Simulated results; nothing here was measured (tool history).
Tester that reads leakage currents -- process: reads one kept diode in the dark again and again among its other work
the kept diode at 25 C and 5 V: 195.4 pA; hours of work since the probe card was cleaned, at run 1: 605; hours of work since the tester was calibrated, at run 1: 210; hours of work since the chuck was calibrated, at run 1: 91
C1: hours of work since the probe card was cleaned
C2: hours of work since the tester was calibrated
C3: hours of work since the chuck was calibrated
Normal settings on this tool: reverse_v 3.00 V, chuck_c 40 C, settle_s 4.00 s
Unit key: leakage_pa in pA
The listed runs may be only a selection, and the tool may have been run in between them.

run 1 day=0.000 | reverse_v=3.00 chuck_c=40 settle_s=4.00 | C1=605 C2=210 C3=91 | leakage_pa=451.82
run 2 day=1.100 | reverse_v=3.00 chuck_c=34 settle_s=4.00 | C1=622 C2=227 C3=108 | leakage_pa=298.81
run 3 day=2.004 | reverse_v=3.00 chuck_c=34 settle_s=4.00 | C1=637 C2=241 C3=122 | leakage_pa=297.74
run 4 day=3.204 | reverse_v=3.00 chuck_c=34 settle_s=4.00 | C1=656 C2=260 C3=141 | leakage_pa=300.26
run 5 day=3.879 | reverse_v=3.00 chuck_c=34 settle_s=4.00 | C1=666 C2=271 C3=152 | leakage_pa=302.04
run 6 day=4.408 | reverse_v=3.63 chuck_c=40 settle_s=4.00 | C1=675 C2=279 C3=160 | leakage_pa=508.78
run 7 day=5.083 | reverse_v=3.63 chuck_c=40 settle_s=4.00 | C1=685 C2=290 C3=171 | leakage_pa=509.67
run 8 day=5.800 | reverse_v=3.00 chuck_c=40 settle_s=4.00 | C1=697 C2=301 C3=182 | leakage_pa=459.26
run 9 day=6.717 | reverse_v=3.00 chuck_c=58 settle_s=4.00 | C1=711 C2=316 C3=196 | leakage_pa=1472.67
run 10 day=7.579 | reverse_v=3.00 chuck_c=58 settle_s=4.00 | C1=724 C2=329 C3=210 | leakage_pa=1481.72
run 11 day=8.808 | reverse_v=3.00 chuck_c=40 settle_s=4.00 | C1=744 C2=348 C3=229 | leakage_pa=467.58
run 12 day=9.475 | reverse_v=3.00 chuck_c=35 settle_s=4.00 | C1=754 C2=359 C3=240 | leakage_pa=330.78
run 13 day=10.642 | reverse_v=3.00 chuck_c=35 settle_s=4.00 | C1=773 C2=377 C3=258 | leakage_pa=330.69
run 14 day=11.925 | reverse_v=12.90 chuck_c=35 settle_s=0.30 | C1=793 C2=397 C3=278 | leakage_pa=733.24
run 15 day=12.542 | reverse_v=6.77 chuck_c=40 settle_s=1.12 | C1=803 C2=407 C3=288 | leakage_pa=729.05
run 16 day=13.279 | reverse_v=5.19 chuck_c=33 settle_s=7.73 | C1=814 C2=419 C3=300 | leakage_pa=390.17
run 17 day=13.992 | reverse_v=5.19 chuck_c=33 settle_s=1.43 | C1=825 C2=430 C3=311 | leakage_pa=389.80
-- day=14.188 tester calibrated
run 18 day=14.608 | reverse_v=5.19 chuck_c=33 settle_s=1.43 | C1=834 C2=7 C3=319 | leakage_pa=392.31
run 19 day=15.721 | reverse_v=5.19 chuck_c=33 settle_s=1.43 | C1=851 C2=24 C3=337 | leakage_pa=393.88
run 20 day=16.588 | reverse_v=5.19 chuck_c=33 settle_s=1.43 | C1=865 C2=38 C3=350 | leakage_pa=394.77
-- day=17.450 tester calibrated, once more
run 21 day=17.617 | reverse_v=5.19 chuck_c=33 settle_s=1.43 | C1=880 C2=3 C3=365 | leakage_pa=395.40
run 22 day=18.808 | reverse_v=5.19 chuck_c=33 settle_s=1.43 | C1=899 C2=21 C3=384 | leakage_pa=396.57

Expected results for the next run?
run 23 day=19.342 | reverse_v=5.19 chuck_c=33 settle_s=1.43 | C1=907 C2=30 C3=392 | leakage_pa=?

leakage_pa: 398.92 pA
Had the tool carried no hidden state, the very same run would have given leakage_pa 360.91 pA.
